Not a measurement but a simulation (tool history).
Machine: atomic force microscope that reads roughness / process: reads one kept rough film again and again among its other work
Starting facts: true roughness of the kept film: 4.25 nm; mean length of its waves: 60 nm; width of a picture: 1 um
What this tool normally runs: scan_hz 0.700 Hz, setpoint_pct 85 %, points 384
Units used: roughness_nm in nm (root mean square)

Run 1, hour 0.0: usual settings. Result: roughness_nm 3.586 nm (root mean square).
Run 2, hour 7.0: usual settings but setpoint_pct 66 %. Result: roughness_nm 3.619 nm (root mean square).
Run 3, hour 10.8: usual settings but scan_hz 1.311 Hz, setpoint_pct 66 %. Result: roughness_nm 3.605 nm (root mean square).
Run 4, hour 14.9: usual settings but scan_hz 1.311 Hz, setpoint_pct 66 %. Result: roughness_nm 3.595 nm (root mean square).
Run 5, hour 20.0: usual settings but scan_hz 1.311 Hz, setpoint_pct 66 %. Result: roughness_nm 4.005 nm (root mean square).
Run 6, hour 24.5: usual settings but points 717. Result: roughness_nm 3.979 nm (root mean square).
Run 7, hour 32.4: usual settings but points 717. Result: roughness_nm 3.976 nm (root mean square).
Run 8, hour 39.2: usual settings but setpoint_pct 68 %, points 988. Result: roughness_nm 3.975 nm (root mean square).
Run 9, hour 43.2: usual settings but scan_hz 2.739 Hz, setpoint_pct 68 %, points 988. Result: roughness_nm 3.846 nm (root mean square).
Run 10, hour 50.0: usual settings but scan_hz 1.519 Hz, setpoint_pct 86 %. Result: roughness_nm 3.732 nm (root mean square).
Run 11, hour 57.3: usual settings but setpoint_pct 76 %. Result: roughness_nm 3.905 nm (root mean square).
Run 12, hour 66.7: usual settings but scan_hz 1.909 Hz, setpoint_pct 67 %. Result: roughness_nm 3.837 nm (root mean square).
Run 13, hour 75.8: usual settings but scan_hz 1.442 Hz, setpoint_pct 80 %, points 718. Result: roughness_nm 3.754 nm (root mean square).

Withheld: 3 entries from between the runs. Position of each, and hidden state at the listed run before versus the listed run after:
Logged between run 4 and run 5: new tip fitted (hour 19.9)
  radius of the tip, nm: 33.8 -> 7.3; height scale over the true one, %: -0.07 -> -0.06
  the result without the hidden state subtracted from the measured one, roughness_nm: -0.437 -> -0.008 nm (root mean square)
Logged between run 6 and run 7: height scale calibrated on a step standard (hour 26.2)
  radius of the tip, nm: 7.9 -> 9; height scale over the true one, %: -0.06 -> -0.08
  the result without the hidden state subtracted from the measured one, roughness_nm: -0.019 -> -0.039 nm (root mean square)
Logged between run 11 and run 12: height scale calibrated on a step standard, once more (hour 59.0)
  radius of the tip, nm: 12.9 -> 14.1; height scale over the true one, %: -0.05 -> -0.22
  the result without the hidden state subtracted from the measured one, roughness_nm: -0.105 -> -0.132 nm (root mean square)

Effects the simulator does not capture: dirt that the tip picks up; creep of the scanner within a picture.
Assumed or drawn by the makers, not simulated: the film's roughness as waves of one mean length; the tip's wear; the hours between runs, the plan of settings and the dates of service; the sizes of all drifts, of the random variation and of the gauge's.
